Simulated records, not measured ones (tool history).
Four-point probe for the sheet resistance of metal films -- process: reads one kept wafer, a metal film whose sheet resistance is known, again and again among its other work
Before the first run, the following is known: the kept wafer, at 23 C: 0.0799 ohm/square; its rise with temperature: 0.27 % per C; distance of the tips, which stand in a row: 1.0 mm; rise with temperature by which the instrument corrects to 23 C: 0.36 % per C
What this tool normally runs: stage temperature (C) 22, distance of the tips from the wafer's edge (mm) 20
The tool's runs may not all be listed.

run,hour,stage temperature (C),distance of the tips from the wafer's edge (mm),sheet resistance as the instrument gives it (ohm/square)
1,0.0,22,20,0.080215
2,15.1,22,20,0.080225
3,24.7,29,20,0.079705
4,32.1,29,20,0.079711
5,42.4,32,20,0.079465
6,52.4,22,20,0.080206
7,65.9,22,68,0.080106
8,77.1,22,22,0.080212
9,90.4,30,20,0.079617
10,105.8,30,20,0.079627
# hour 107.2: stage's thermometer calibrated
11,116.0,30,20,0.079658
12,129.0,33,20,0.079440
# hour 135.6: stage's thermometer calibrated, once more
13,140.5,34,21,0.079275
14,155.0,34,21,0.079257
15,164.5,23,20,0.080051
16,172.3,19,5,0.081989
17,185.2,32,27,0.079340
18,197.4,32,27,0.079320
19,204.0,21,14,0.080330

What does the tool deliver on the next run?
20,217.7,20,3,?

{"run 20": {"sheet resistance as the instrument gives it (ohm/square)": 0.084674}}
Were there no unlogged condition in the tool, this run, its random variation unchanged, would have produced sheet resistance as the instrument gives it (ohm/square) 0.084625.
